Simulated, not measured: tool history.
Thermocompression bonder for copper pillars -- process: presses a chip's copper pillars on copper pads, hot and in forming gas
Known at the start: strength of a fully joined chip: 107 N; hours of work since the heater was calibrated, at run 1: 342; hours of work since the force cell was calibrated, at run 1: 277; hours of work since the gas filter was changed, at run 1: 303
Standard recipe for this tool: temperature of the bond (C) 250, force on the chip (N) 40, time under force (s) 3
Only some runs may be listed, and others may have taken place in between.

run	hour	temperature of the bond (C)	force on the chip (N)	time under force (s)	hours of work since the heater was calibrated	hours of work since the force cell was calibrated	hours of work since the gas filter was changed	force that shears a chip off (N)
1	0.0	250	40	3	342	277	303	74.6
2	9.1	250	40	3	347	282	308	74.9
3	25.3	250	40	3	355	290	316	74.4
4	37.7	250	40	3	362	297	323	74.1
5	49.5	250	40	3	368	303	329	74.7
6	61.8	250	40	3	374	310	335	74.1
7	77.7	250	40	8	382	318	344	92.5
8	94.0	250	40	8	391	326	352	91.8
9	102.0	250	40	8	395	331	356	92.2
10	111.0	250	40	8	400	335	361	92.3
11	119.1	250	33	8	404	339	365	83.5
12	129.6	250	33	8	410	345	371	83.6
13	145.0	250	40	3	418	353	379	74.5
14	157.1	250	40	3	424	359	385	75.8
15	166.1	250	34	3	429	364	390	66.3
16	179.5	250	34	4	436	371	397	71.8
17	196.0	250	34	4	444	380	405	72.1
18	204.9	250	34	4	449	384	410	71.6
19	217.9	250	34	4	456	391	417	72.1
20	234.2	250	34	4	464	400	425	72.0
21	252.3	261	27	7	474	409	435	76.6
22	265.8	261	27	7	481	416	442	77.2
23	275.6	261	27	7	486	421	447	77.1
24	290.9	243	51	2	494	429	455	77.0
25	300.5	243	51	2	499	434	460	77.1
26	309.5	245	41	7	503	439	465	90.3
27	327.5	269	36	2	513	448	474	73.3
28	345.5	269	36	2	522	458	484	72.8
# hour 359.6: forming gas filter changed
29	361.6	241	58	5	530	466	1	97.5
30	371.1	276	40	3	535	471	6	89.4
31	379.2	256	54	2	540	475	10	87.9
# hour 386.8: gauge calibrated
32	386.9	250	47	6	544	479	14	93.4
33	396.0	222	40	7	548	484	19	73.9
34	406.6	250	40	7	554	489	24	89.3
35	420.0	250	35	8	561	496	32	85.7

3 ways to go on from here, each from the tool as it stands after run 35. What would each give?
A	428.8	250	33	7	565	501	36	?
B	428.8	250	40	2	565	501	36	?
C	428.8	257	26	2	565	501	36	?

run	force that shears a chip off (N)
A	80.7
B	67.0
C	47.5
The same runs, with their run-to-run variation unchanged, on a tool lacking any hidden condition would have given:
run	force that shears a chip off (N)
A	80.5
B	66.8
C	47.4
